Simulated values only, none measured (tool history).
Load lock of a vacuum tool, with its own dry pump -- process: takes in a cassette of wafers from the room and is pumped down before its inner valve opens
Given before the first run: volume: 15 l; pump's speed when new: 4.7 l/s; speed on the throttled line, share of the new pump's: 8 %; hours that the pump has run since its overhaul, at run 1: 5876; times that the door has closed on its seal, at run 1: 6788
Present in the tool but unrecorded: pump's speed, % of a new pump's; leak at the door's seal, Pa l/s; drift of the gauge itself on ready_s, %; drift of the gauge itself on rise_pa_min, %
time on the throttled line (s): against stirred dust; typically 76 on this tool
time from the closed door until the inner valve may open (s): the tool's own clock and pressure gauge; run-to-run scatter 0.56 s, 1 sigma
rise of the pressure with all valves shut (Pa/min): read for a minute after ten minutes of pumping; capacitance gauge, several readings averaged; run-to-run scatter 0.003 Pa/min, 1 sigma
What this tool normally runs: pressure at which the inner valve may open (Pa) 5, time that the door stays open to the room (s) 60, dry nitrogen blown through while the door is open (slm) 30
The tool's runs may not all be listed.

run,hour,time on the throttled line (s),pressure at which the inner valve may open (Pa),time that the door stays open to the room (s),dry nitrogen blown through while the door is open (slm),hours that the pump has run since its overhaul,times that the door has closed on its seal,"incoming humidity of the room's air, %",time from the closed door until the inner valve may open (s),rise of the pressure with all valves shut (Pa/min)
1,0.0,76,5,60,30,5876,6788,47.9,104.6,0.060
2,106.8,76,5,60,30,5983,7277,43.8,104.6,0.053
3,261.2,76,5,60,30,6137,7984,45.2,103.3,0.056
4,401.3,76,5,60,30,6277,8626,44.6,104.4,0.064
5,581.6,76,5,60,30,6458,9451,43.1,103.8,0.064
6,709.4,81,5,60,30,6585,10036,45.5,107.8,0.065
7,850.7,95,5,60,30,6727,10683,47.8,121.4,0.070
8,946.7,95,5,60,30,6823,11123,45.5,120.6,0.073
9,1025.5,95,5,60,30,6902,11483,45.1,121.6,0.070
10,1125.4,133,8,60,30,7001,11941,45.6,154.1,0.075
11,1217.2,133,8,60,30,7093,12361,47.9,152.8,0.076
12,1368.2,133,8,97,13,7244,13052,45.5,154.0,0.112
13,1462.5,119,5,119,14,7339,13484,46.9,143.9,0.120
14,1536.6,98,5,131,30,7413,13823,43.9,124.5,0.097
15,1684.8,76,4,77,27,7561,14502,43.5,104.6,0.086
16,1793.4,89,8,47,11,7669,14999,45.0,113.9,0.093
17,1942.8,89,8,47,11,7819,15683,44.3,114.1,0.094

Predict each of these 5 candidate next runs independently; none follows another, all start after run 17:
A,2045.7,76,5,127,30,7922,16154,45.3,?,?
B,2045.7,72,8,47,36,7922,16154,44.5,?,?
C,2045.7,89,7,47,4,7922,16154,46.5,?,?
D,2045.7,76,8,60,23,7922,16154,44.4,?,?
E,2045.7,89,8,47,10,7922,16154,40.9,?,?

run,time from the closed door until the inner valve may open (s),rise of the pressure with all valves shut (Pa/min)
A,104.8,0.104
B,99.3,0.080
C,115.0,0.109
D,102.5,0.093
E,114.9,0.095
The same runs, with their run-to-run variation unchanged, on a tool lacking any hidden condition would have given:
run,time from the closed door until the inner valve may open (s),rise of the pressure with all valves shut (Pa/min)
A,102.3,0.064
B,96.9,0.040
C,112.8,0.070
D,100.2,0.053
E,112.6,0.056
